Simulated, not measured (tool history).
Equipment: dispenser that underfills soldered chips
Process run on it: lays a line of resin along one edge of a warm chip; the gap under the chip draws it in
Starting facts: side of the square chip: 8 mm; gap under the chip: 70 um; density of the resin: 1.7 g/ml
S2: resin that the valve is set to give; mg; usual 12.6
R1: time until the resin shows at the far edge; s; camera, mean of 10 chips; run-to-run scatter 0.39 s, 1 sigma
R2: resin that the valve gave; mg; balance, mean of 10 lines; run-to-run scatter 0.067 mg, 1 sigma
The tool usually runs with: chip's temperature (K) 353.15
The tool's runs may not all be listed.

Run 1, hour 0.0: usual settings. Result: R1 26.6 s, R2 12.44 mg.
Run 2, hour 4.8: usual settings. Result: R1 33.9 s, R2 12.20 mg.
At hour 6.4: new syringe of resin.
Run 3, hour 8.7: usual settings. Result: R1 28.3 s, R2 12.17 mg.
Run 4, hour 13.6: usual settings. Result: R1 36.0 s, R2 11.97 mg.
At hour 14.3: new syringe of resin.
Run 5, hour 17.2: usual settings. Result: R1 29.0 s, R2 12.10 mg.
At hour 22.5: new syringe of resin.
Run 6, hour 23.5: usual settings but chip's temperature (K) 352.15. Result: R1 26.3 s, R2 12.02 mg.
Run 7, hour 27.1: usual settings but chip's temperature (K) 366.15. Result: R1 21.1 s, R2 12.09 mg.
At hour 30.6: new syringe of resin.
Run 8, hour 31.1: usual settings. Result: R1 25.2 s, R2 12.07 mg.
Run 9, hour 36.8: usual settings. Result: R1 35.4 s, R2 12.05 mg.
At hour 38.4: new syringe of resin.
Run 10, hour 40.8: usual settings but chip's temperature (K) 347.15, S2 11.8 mg. Result: R1 34.5 s, R2 11.19 mg.
Run 11, hour 44.5: usual settings but chip's temperature (K) 361.15, S2 10.7 mg. Result: R1 27.3 s, R2 10.23 mg.
At hour 46.3: new syringe of resin.
Run 12, hour 50.9: usual settings but chip's temperature (K) 349.15, S2 11.2 mg. Result: R1 36.7 s, R2 10.50 mg.
At hour 54.3: new syringe of resin.
Run 13, hour 57.4: usual settings but chip's temperature (K) 349.15, S2 11.2 mg. Result: R1 33.2 s, R2 10.48 mg.

Run 14 comes next. What will it give?
Run 14, hour 61.1: usual settings but chip's temperature (K) 359.15, S2 11.4 mg. Result: R1 ?, R2 ?.

For run 14 the tool returned R1 29.7 s, R2 10.68 mg.
Had the tool carried no hidden state, the very same run would have given R1 21.4 s, R2 11.38 mg.
